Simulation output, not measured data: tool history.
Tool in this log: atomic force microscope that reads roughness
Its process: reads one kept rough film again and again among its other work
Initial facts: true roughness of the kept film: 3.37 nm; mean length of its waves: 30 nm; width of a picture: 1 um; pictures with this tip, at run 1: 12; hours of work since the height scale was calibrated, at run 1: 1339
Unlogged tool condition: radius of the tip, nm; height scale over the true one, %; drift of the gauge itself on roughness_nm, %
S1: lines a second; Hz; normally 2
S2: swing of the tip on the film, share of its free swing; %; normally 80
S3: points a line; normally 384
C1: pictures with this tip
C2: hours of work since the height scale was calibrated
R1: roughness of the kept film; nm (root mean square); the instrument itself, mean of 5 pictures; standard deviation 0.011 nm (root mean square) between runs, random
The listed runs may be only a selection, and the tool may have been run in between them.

run     day    S1  S2   S3   C1    C2     R1
  1       0     2  80  384   12  1339  2.471
  2   1.717     2  80  606   49  1356  2.425
  3   3.929     2  80  606   96  1377  2.375
  4   6.583     2  80  847  154  1403  2.284
  5      10     2  80  708  227  1437  2.209
  6  11.467     2  68  298  259  1451  2.356
  7  14.667  0.52  68  298  328  1482   2.49
  8  17.512  0.52  68  298  389  1510  2.422
     17.788  -- new tip fitted
  9  19.538  0.57  70  342   38  1529  2.915
 10  22.796  0.57  70  342  108  1561  2.798

Selected run-to-run steps in R1, each split into two signed amounts: the part the tool would show with no hidden state at all (from settings, incoming material and random variation), and the remainder, which goes to the hidden state together with any gauge scatter not common to the measured and the hidden-state-free results:
Run 8 -> 9: S1 0.52 -> 0.57, S2 68 -> 70, S3 298 -> 342, new tip fitted. R1 +0.493 nm (root mean square): hidden state +0.479, all else +0.014.
